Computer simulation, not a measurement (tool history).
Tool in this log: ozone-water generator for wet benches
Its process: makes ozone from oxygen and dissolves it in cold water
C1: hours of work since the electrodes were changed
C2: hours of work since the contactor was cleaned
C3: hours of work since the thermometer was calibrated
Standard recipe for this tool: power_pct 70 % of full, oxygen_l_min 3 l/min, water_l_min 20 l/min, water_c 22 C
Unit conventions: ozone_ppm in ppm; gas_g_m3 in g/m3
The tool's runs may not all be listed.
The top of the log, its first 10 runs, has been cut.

Run 11, day 11.342: usual settings; C1 648; C2 3487; C3 1293. Result: ozone_ppm 19.6 ppm, gas_g_m3 241.9 g/m3.
Run 12, day 12.712: usual settings; C1 672; C2 3511; C3 1316. Result: ozone_ppm 19.6 ppm, gas_g_m3 241 g/m3.
Run 13, day 13.325: usual settings; C1 682; C2 3521; C3 1327. Result: ozone_ppm 19.6 ppm, gas_g_m3 243.2 g/m3.
Run 14, day 14.371: usual settings but power_pct 76 % of full; C1 701; C2 3539; C3 1345. Result: ozone_ppm 20.5 ppm, gas_g_m3 253 g/m3.
Run 15, day 15.738: usual settings but water_l_min 13 l/min; C1 725; C2 3563; C3 1369. Result: ozone_ppm 27.8 ppm, gas_g_m3 242 g/m3.
Run 16, day 16.35: usual settings but water_l_min 26 l/min; C1 735; C2 3574; C3 1380. Result: ozone_ppm 15.2 ppm, gas_g_m3 241.8 g/m3.
Run 17, day 17.633: usual settings but power_pct 42 % of full; C1 758; C2 3597; C3 1402. Result: ozone_ppm 15.2 ppm, gas_g_m3 188 g/m3.
Run 18, day 18.775: usual settings but power_pct 59 % of full, oxygen_l_min 2.23 l/min; C1 778; C2 3616; C3 1422. Result: ozone_ppm 17.9 ppm, gas_g_m3 270.5 g/m3.
Run 19, day 19.788: usual settings but power_pct 59 % of full, oxygen_l_min 2.23 l/min, water_c 24 C; C1 795; C2 3634; C3 1440. Result: ozone_ppm 17.6 ppm, gas_g_m3 271 g/m3.
Run 20, day 20.454: usual settings but water_l_min 19 l/min, water_c 24 C; C1 807; C2 3646; C3 1452. Result: ozone_ppm 19.9 ppm, gas_g_m3 240.9 g/m3.
Run 21, day 21.642: usual settings but oxygen_l_min 1.59 l/min, water_l_min 29 l/min; C1 828; C2 3667; C3 1472. Result: ozone_ppm 12.5 ppm, gas_g_m3 370.7 g/m3.
Run 22, day 22.362: usual settings but oxygen_l_min 3.24 l/min, water_l_min 29 l/min, water_c 18 C; C1 840; C2 3679; C3 1485. Result: ozone_ppm 14 ppm, gas_g_m3 228.8 g/m3.
Run 23, day 23.012: usual settings but power_pct 85 % of full, water_c 23 C; C1 852; C2 3690; C3 1496. Result: ozone_ppm 21.2 ppm, gas_g_m3 268.2 g/m3.
Run 24, day 23.725: usual settings but oxygen_l_min 4.85 l/min; C1 864; C2 3703; C3 1509. Result: ozone_ppm 18.8 ppm, gas_g_m3 171.8 g/m3.
Run 25, day 24.5: usual settings but oxygen_l_min 4.85 l/min; C1 878; C2 3716; C3 1522. Result: ozone_ppm 18.6 ppm, gas_g_m3 171.5 g/m3.
Run 26, day 25.775: usual settings but oxygen_l_min 4.85 l/min; C1 900; C2 3739; C3 1545. Result: ozone_ppm 18.6 ppm, gas_g_m3 172.9 g/m3.
Run 27, day 26.642: usual settings but power_pct 68 % of full, oxygen_l_min 2.79 l/min, water_l_min 12 l/min, water_c 18 C; C1 915; C2 3754; C3 1560. Result: ozone_ppm 30.8 ppm, gas_g_m3 250.9 g/m3.

The next listed run, before its measurement:
Run 28, day 27.754: usual settings but power_pct 51 % of full, oxygen_l_min 3.2 l/min, water_l_min 22 l/min, water_c 28 C; C1 934; C2 3773; C3 1579. Result: ozone_ppm ?, gas_g_m3 ?.

ozone_ppm: 13.9 ppm
gas_g_m3: 196.4 g/m3
On a tool with no hidden condition, and with the same random variation, this run would have come out at ozone_ppm 14.6 ppm, gas_g_m3 199.3 g/m3.

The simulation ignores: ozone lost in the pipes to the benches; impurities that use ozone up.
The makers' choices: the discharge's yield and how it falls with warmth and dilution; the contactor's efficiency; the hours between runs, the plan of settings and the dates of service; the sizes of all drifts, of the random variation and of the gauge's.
